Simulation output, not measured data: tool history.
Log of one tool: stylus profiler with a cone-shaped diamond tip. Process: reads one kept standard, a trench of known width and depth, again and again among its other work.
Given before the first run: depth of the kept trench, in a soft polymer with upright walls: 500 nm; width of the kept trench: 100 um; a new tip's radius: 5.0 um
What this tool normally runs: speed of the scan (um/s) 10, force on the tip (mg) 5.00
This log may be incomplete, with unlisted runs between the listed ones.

run,day,speed of the scan (um/s),force on the tip (mg),depth of the trench (Å),width of the trench's floor (um)
1,0.000,10,5.00,5056.8,95.47
2,0.596,10,5.00,5058.7,95.47
3,0.975,6,5.00,5057.7,95.53
4,1.300,6,11.74,5102.3,95.50
5,1.867,10,5.00,5059.3,95.49
6,2.521,10,13.88,5117.1,95.45
7,3.062,10,13.88,5114.2,95.43
8,3.729,10,13.88,5114.5,95.44
9,4.204,10,13.88,5118.9,95.45
10,4.783,38,13.88,5117.7,95.43
11,5.508,38,13.88,5114.4,95.39
12,6.025,38,13.88,5119.7,95.40
13,6.488,38,13.88,5119.2,95.39
14,7.017,38,13.88,5115.9,95.35
15,7.496,10,1.78,5031.4,95.33
16,7.912,10,1.78,5031.4,95.38
17,8.638,10,1.78,5031.2,95.42
18,9.083,10,1.78,5031.8,95.37
19,9.575,11,5.00,5059.7,95.41
20,10.058,33,5.00,5058.6,95.32
21,10.417,10,5.00,5061.1,95.38
22,10.783,10,5.00,5061.9,95.38
23,11.288,10,5.00,5063.3,95.38
24,11.762,17,5.00,5062.0,95.37
25,12.117,18,5.00,5061.1,95.29
26,12.450,19,11.52,5104.3,95.36
27,12.838,11,4.16,5056.1,95.35
28,13.362,7,4.77,5063.8,95.36
29,13.954,19,3.60,5049.2,95.25
30,14.442,19,3.60,5051.2,95.31
31,15.008,5,4.41,5057.0,95.39
32,15.508,16,5.73,5068.5,95.36
33,16.179,10,5.07,5063.1,95.33
34,16.475,12,5.81,5068.8,95.30
35,17.104,12,5.81,5067.0,95.34
36,17.404,10,1.92,5034.1,95.36
37,17.742,4,5.00,5064.8,95.34
38,18.233,40,13.15,5116.2,95.25
39,18.858,20,6.29,5073.8,95.28
40,19.183,3,2.06,5038.4,95.36
41,19.754,33,5.00,5063.0,95.18
42,20.054,33,5.00,5062.1,95.21
43,20.483,4,5.31,5065.5,95.33
44,21.067,10,3.54,5050.3,95.28
45,21.758,10,3.54,5053.3,95.30

For some of the steps in depth of the trench (Å) from one run to the next: how much would appear even if the tool had no hidden state, given the settings, what came in and random variation, and how much remains for the hidden state plus any gauge scatter that the measured result and the result without hidden state don't share?
What the log doesn't record here: radius of the tip, um; height scale over the true one, %; drift of the gauge itself on depth_nm, %; drift of the gauge itself on floor_um, %.
Run 5 -> 6: force on the tip (mg) 5.00 -> 13.88. depth of the trench (Å) +57.8: hidden state +0.2, all else +57.6.
Run 7 -> 8: no setting changed, nothing entered. depth of the trench (Å) +0.3: hidden state +0.3, all else +0.0.
Run 10 -> 11: no setting changed, nothing entered. depth of the trench (Å) -3.3: hidden state +0.2, all else -3.5.
Run 14 -> 15: speed of the scan (um/s) 38 -> 10, force on the tip (mg) 13.88 -> 1.78. depth of the trench (Å) -84.5: hidden state +0.2, all else -84.7.
Run 37 -> 38: speed of the scan (um/s) 4 -> 40, force on the tip (mg) 5.00 -> 13.15. depth of the trench (Å) +51.4: hidden state +0.1, all else +51.3.
